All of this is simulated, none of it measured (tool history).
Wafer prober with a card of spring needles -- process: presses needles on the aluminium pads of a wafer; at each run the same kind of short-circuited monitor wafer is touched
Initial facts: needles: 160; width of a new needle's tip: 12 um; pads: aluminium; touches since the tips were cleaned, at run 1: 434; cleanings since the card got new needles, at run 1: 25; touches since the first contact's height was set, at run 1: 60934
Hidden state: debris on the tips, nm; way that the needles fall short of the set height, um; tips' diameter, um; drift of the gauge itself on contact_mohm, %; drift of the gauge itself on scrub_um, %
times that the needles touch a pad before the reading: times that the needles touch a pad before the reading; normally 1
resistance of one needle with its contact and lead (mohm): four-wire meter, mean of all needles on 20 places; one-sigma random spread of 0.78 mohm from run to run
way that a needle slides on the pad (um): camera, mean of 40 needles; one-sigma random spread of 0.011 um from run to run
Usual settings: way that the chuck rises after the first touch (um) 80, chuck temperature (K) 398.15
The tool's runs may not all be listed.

| run | hour | way that the chuck rises after the first touch (um) | chuck temperature (K) | times that the needles touch a pad before the reading | touches since the tips were cleaned | cleanings since the card got new needles | touches since the first contact's height was set | resistance of one needle with its contact and lead (mohm) | way that a needle slides on the pad (um) |
|---|---|---|---|---|---|---|---|---|---|
| 1 | 0.0 | 80 | 398.15 | 1 | 434 | 25 | 60934 | 119.5 | 12.03 |
|  | 25.2 | tips cleaned on abrasive film |
| 2 | 33.8 | 80 | 398.15 | 1 | 2212 | 26 | 69620 | 119.2 | 12.03 |
|  | 51.5 | tips cleaned on abrasive film |
| 3 | 74.1 | 80 | 398.15 | 2 | 5844 | 27 | 80010 | 120.2 | 12.00 |
|  | 76.9 | tips cleaned on abrasive film |
|  | 103.5 | tips cleaned on abrasive film |
| 4 | 108.8 | 80 | 398.15 | 2 | 1380 | 29 | 88904 | 120.4 | 12.02 |
|  | 128.1 | tips cleaned on abrasive film |
| 5 | 140.3 | 80 | 398.15 | 2 | 3135 | 30 | 96996 | 120.0 | 12.02 |
|  | 154.0 | tips cleaned on abrasive film |
| 6 | 159.3 | 80 | 398.15 | 2 | 1372 | 31 | 101887 | 119.2 | 12.01 |
|  | 179.0 | tips cleaned on abrasive film |
| 7 | 190.0 | 80 | 398.15 | 2 | 2836 | 32 | 109763 | 120.7 | 12.01 |
|  | 203.4 | tips cleaned on abrasive film |
| 8 | 208.3 | 80 | 398.15 | 2 | 1265 | 33 | 114478 | 120.2 | 11.99 |
|  | 228.4 | tips cleaned on abrasive film |
| 9 | 228.4 | 80 | 398.15 | 2 | 0 | 34 | 119622 | 119.9 | 12.02 |
|  | 252.3 | height of the first contact set anew |
| 10 | 252.3 | 95 | 398.15 | 1 | 6098 | 34 | 0 | 120.6 | 14.29 |
|  | 254.9 | tips cleaned on abrasive film |
| 11 | 275.0 | 62 | 314.15 | 2 | 5196 | 35 | 5838 | 110.0 | 9.30 |
|  | 280.5 | tips cleaned on abrasive film |
|  | 307.2 | tips cleaned on abrasive film |
| 12 | 314.5 | 93 | 301.15 | 1 | 1867 | 37 | 15957 | 106.5 | 13.98 |
|  | 331.4 | tips cleaned on abrasive film |
| 13 | 340.1 | 80 | 303.15 | 2 | 2224 | 38 | 22532 | 107.1 | 12.02 |
|  | 357.7 | tips cleaned on abrasive film |
| 14 | 371.1 | 80 | 345.15 | 2 | 3468 | 39 | 30521 | 112.0 | 12.00 |
|  | 383.7 | tips cleaned on abrasive film |
| 15 | 402.4 | 80 | 345.15 | 2 | 4810 | 40 | 38563 | 114.0 | 12.00 |
|  | 408.3 | tips cleaned on abrasive film |
| 16 | 429.6 | 76 | 398.15 | 2 | 5487 | 41 | 45560 | 120.2 | 11.41 |
|  | 435.5 | tips cleaned on abrasive film |
|  | 461.5 | tips cleaned on abrasive film |
| 17 | 470.3 | 64 | 398.15 | 2 | 2268 | 43 | 56002 | 121.8 | 9.62 |

Here are 5 independent what-if runs from the current tool condition. What would each one return?
|  | 486.1 | tips cleaned on abrasive film |
|  | 511.2 | tips cleaned on abrasive film |
| A | 511.2 | 70 | 351.15 | 2 | 0 | 45 | 66496 | ? | ? |
|  | 486.1 | tips cleaned on abrasive film |
|  | 511.2 | tips cleaned on abrasive film |
| B | 511.2 | 64 | 398.15 | 3 | 0 | 45 | 66496 | ? | ? |
|  | 486.1 | tips cleaned on abrasive film |
|  | 511.2 | tips cleaned on abrasive film |
| C | 511.2 | 64 | 317.15 | 1 | 0 | 45 | 66496 | ? | ? |
|  | 486.1 | tips cleaned on abrasive film |
|  | 511.2 | tips cleaned on abrasive film |
| D | 511.2 | 76 | 398.15 | 2 | 0 | 45 | 66496 | ? | ? |
|  | 486.1 | tips cleaned on abrasive film |
|  | 511.2 | tips cleaned on abrasive film |
| E | 511.2 | 74 | 393.15 | 2 | 0 | 45 | 66496 | ? | ? |

| run | resistance of one needle with its contact and lead (mohm) | way that a needle slides on the pad (um) |
|---|---|---|
| A | 113.7 | 10.53 |
| B | 122.2 | 9.61 |
| C | 108.8 | 9.61 |
| D | 118.9 | 11.43 |
| E | 119.1 | 11.13 |
Take away the tool's hidden state, keep each run's random variation, and the runs would have read:
| run | resistance of one needle with its contact and lead (mohm) | way that a needle slides on the pad (um) |
|---|---|---|
| A | 113.8 | 10.54 |
| B | 122.2 | 9.61 |
| C | 108.8 | 9.61 |
| D | 118.9 | 11.43 |
| E | 119.1 | 11.14 |
